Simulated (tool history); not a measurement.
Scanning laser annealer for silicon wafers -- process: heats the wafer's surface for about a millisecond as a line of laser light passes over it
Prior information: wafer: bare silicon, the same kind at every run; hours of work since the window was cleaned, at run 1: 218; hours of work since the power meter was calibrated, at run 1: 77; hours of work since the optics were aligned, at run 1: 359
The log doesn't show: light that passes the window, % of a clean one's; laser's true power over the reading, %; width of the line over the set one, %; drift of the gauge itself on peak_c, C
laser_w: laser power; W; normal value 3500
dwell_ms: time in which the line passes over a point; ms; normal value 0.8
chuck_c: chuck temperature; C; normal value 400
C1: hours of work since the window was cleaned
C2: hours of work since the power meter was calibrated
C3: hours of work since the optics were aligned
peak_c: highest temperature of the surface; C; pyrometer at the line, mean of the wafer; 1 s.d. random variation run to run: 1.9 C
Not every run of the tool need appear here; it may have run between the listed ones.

run 1 hour=0 | laser_w=3500 dwell_ms=0.8 chuck_c=400 | C1=218 C2=77 C3=359 | peak_c=1186
run 2 hour=9.9 | laser_w=3500 dwell_ms=0.8 chuck_c=393 | C1=223 C2=82 C3=364 | peak_c=1178
run 3 hour=18.5 | laser_w=3500 dwell_ms=0.8 chuck_c=393 | C1=228 C2=87 C3=369 | peak_c=1176
run 4 hour=27.8 | laser_w=3500 dwell_ms=0.8 chuck_c=393 | C1=233 C2=92 C3=374 | peak_c=1174
run 5 hour=40.1 | laser_w=3500 dwell_ms=0.8 chuck_c=393 | C1=239 C2=99 C3=380 | peak_c=1172
run 6 hour=47.4 | laser_w=3500 dwell_ms=0.8 chuck_c=393 | C1=243 C2=103 C3=384 | peak_c=1176
run 7 hour=56.5 | laser_w=3227 dwell_ms=0.8 chuck_c=393 | C1=248 C2=107 C3=389 | peak_c=1090
run 8 hour=62.4 | laser_w=3500 dwell_ms=0.8 chuck_c=386 | C1=251 C2=111 C3=392 | peak_c=1169
run 9 hour=71.1 | laser_w=3500 dwell_ms=0.8 chuck_c=386 | C1=256 C2=115 C3=397 | peak_c=1166
-- hour=75.3 laser's power meter calibrated
run 10 hour=83.8 | laser_w=3500 dwell_ms=0.8 chuck_c=400 | C1=261 C2=5 C3=402 | peak_c=1176
run 11 hour=89.2 | laser_w=3500 dwell_ms=0.8 chuck_c=400 | C1=264 C2=7 C3=405 | peak_c=1177
run 12 hour=101.1 | laser_w=3500 dwell_ms=0.899 chuck_c=400 | C1=271 C2=14 C3=412 | peak_c=1235
run 13 hour=106.9 | laser_w=3500 dwell_ms=0.655 chuck_c=400 | C1=274 C2=17 C3=415 | peak_c=1092
run 14 hour=112.7 | laser_w=3500 dwell_ms=0.655 chuck_c=400 | C1=277 C2=20 C3=418 | peak_c=1094
-- hour=118.6 laser's power meter calibrated, once more
run 15 hour=124.4 | laser_w=3500 dwell_ms=0.655 chuck_c=400 | C1=282 C2=3 C3=422 | peak_c=1093
run 16 hour=134.6 | laser_w=3500 dwell_ms=0.655 chuck_c=400 | C1=287 C2=9 C3=428 | peak_c=1095
run 17 hour=147 | laser_w=3500 dwell_ms=0.655 chuck_c=400 | C1=294 C2=15 C3=434 | peak_c=1091
run 18 hour=157.6 | laser_w=3213 dwell_ms=0.879 chuck_c=435 | C1=299 C2=21 C3=440 | peak_c=1164
run 19 hour=167.2 | laser_w=3752 dwell_ms=0.97 chuck_c=422 | C1=304 C2=26 C3=445 | peak_c=1373
run 20 hour=177.6 | laser_w=3029 dwell_ms=0.569 chuck_c=378 | C1=310 C2=32 C3=451 | peak_c=902
run 21 hour=184.3 | laser_w=3415 dwell_ms=0.886 chuck_c=417 | C1=314 C2=35 C3=455 | peak_c=1210
run 22 hour=191 | laser_w=3522 dwell_ms=0.752 chuck_c=400 | C1=317 C2=39 C3=458 | peak_c=1153
run 23 hour=196.6 | laser_w=3522 dwell_ms=0.963 chuck_c=422 | C1=320 C2=42 C3=461 | peak_c=1291
run 24 hour=202.8 | laser_w=3065 dwell_ms=0.759 chuck_c=425 | C1=324 C2=45 C3=464 | peak_c=1055
run 25 hour=209.8 | laser_w=3345 dwell_ms=0.783 chuck_c=400 | C1=327 C2=49 C3=468 | peak_c=1118
run 26 hour=220.4 | laser_w=3583 dwell_ms=0.783 chuck_c=400 | C1=333 C2=55 C3=474 | peak_c=1191
run 27 hour=228.4 | laser_w=3776 dwell_ms=0.928 chuck_c=387 | C1=337 C2=59 C3=478 | peak_c=1325

Forecast each of these 3 alternatives for the next run:
run A hour=236.1 | laser_w=3187 dwell_ms=0.705 chuck_c=424 | C1=341 C2=63 C3=482 | peak_c=?
run B hour=236.1 | laser_w=3836 dwell_ms=0.567 chuck_c=403 | C1=341 C2=63 C3=482 | peak_c=?
run C hour=236.1 | laser_w=3448 dwell_ms=0.996 chuck_c=428 | C1=341 C2=63 C3=482 | peak_c=?

run=A peak_c=1057
run=B peak_c=1119
run=C peak_c=1291
What these runs would have given with no unlogged condition in the tool:
run=A peak_c=1082
run=B peak_c=1147
run=C peak_c=1324

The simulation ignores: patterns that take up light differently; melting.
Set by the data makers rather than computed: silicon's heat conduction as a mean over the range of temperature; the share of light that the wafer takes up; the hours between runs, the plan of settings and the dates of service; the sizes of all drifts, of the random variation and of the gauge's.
